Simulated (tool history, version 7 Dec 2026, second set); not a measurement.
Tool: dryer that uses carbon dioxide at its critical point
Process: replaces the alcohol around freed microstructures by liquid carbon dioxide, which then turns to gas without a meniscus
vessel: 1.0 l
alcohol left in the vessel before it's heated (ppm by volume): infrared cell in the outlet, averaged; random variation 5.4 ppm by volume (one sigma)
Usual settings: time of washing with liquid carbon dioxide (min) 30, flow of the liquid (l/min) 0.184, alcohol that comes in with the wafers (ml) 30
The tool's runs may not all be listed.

run   hour  time of washing with liquid carbon dioxide (min)  flow of the liquid (l/min)  alcohol that comes in with the wafers (ml)  alcohol left in the vessel before it's heated (ppm by volume)
  1      0                                                30                       0.184                                          30                                                            193
  2   28.4                                                30                       0.184                                          30                                                            193
  3   50.3                                                30                       0.184                                          30                                                            201
  4   64.3                                                30                       0.184                                          30                                                            193
  5   85.5                                                30                       0.184                                          30                                                            201
  6  108.6                                                30                       0.184                                          30                                                            195
     122.1  -- inlet filter changed
  7  132.9                                                30                       0.184                                          30                                                            163
  8  161.8                                                30                       0.184                                          30                                                            160
  9    183                                                30                       0.184                                          30                                                            164
 10  216.1                                                30                       0.184                                          30                                                            171
 11    243                                                30                       0.184                                          30                                                            182
 12  263.7                                                30                       0.184                                          64                                                            348
 13  278.3                                                30                       0.184                                          64                                                            325
 14  308.7                                                30                       0.184                                          64                                                            356
 15  322.9                                                30                       0.146                                          30                                                            470
 16  349.7                                                30                       0.205                                          30                                                            114
 17  375.6                                                30                       0.184                                          30                                                            202
 18  400.6                                                30                       0.184                                          30                                                            186
 19  422.1                                                30                       0.184                                          23                                                            157
 20  442.9                                                30                       0.184                                          23                                                            179

Run 21 comes next. What will it give?
 21  468.8                                                30                       0.184                                          23                                                              ?

Run 21 gave alcohol left in the vessel before it's heated (ppm by volume) 174.
Without the tool's hidden state the same run would have given alcohol left in the vessel before it's heated (ppm by volume) 107.

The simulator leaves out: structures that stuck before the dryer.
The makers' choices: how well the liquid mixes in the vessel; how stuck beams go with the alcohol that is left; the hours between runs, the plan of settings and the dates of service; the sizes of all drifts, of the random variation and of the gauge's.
